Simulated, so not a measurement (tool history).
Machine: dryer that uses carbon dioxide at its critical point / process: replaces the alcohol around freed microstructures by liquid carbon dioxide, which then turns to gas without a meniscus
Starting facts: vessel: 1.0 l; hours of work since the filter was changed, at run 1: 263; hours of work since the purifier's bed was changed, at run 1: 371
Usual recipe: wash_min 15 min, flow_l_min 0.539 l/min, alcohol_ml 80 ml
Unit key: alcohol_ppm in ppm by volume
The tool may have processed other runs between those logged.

run,hour,wash_min,flow_l_min,alcohol_ml,hours of work since the filter was changed,hours of work since the purifier's bed was changed,alcohol_ppm
1,0,15,0.539,80,263,371,327
2,23.8,15,0.539,80,276,384,326
3,34.6,15,0.539,27,281,390,162
4,51.6,15,0.539,27,290,399,168
5,77,15,0.539,27,304,412,160
6,90.3,15,0.539,27,311,419,164
7,101.8,15,0.539,27,317,426,178
8,118.3,15,0.539,27,326,434,189
9,131.6,15,0.539,80,333,441,385
10,153,15,0.539,80,344,453,376
11,169.2,15,0.539,80,353,461,367
12,192.7,14,0.74,24,366,474,112
13,210.7,9,0.551,53,375,484,1742
14,232.7,9,0.551,53,387,495,1868
15,257.4,15,0.383,113,400,508,2140
16,271.7,15,0.343,115,408,516,3230

For run 17, what comes out?
17,292.3,10,0.343,115,419,527,?

{"run 17": {"alcohol_ppm": 10787}}
On a tool with no hidden condition, and with the same random variation, this run would have come out at alcohol_ppm 7731 ppm by volume.

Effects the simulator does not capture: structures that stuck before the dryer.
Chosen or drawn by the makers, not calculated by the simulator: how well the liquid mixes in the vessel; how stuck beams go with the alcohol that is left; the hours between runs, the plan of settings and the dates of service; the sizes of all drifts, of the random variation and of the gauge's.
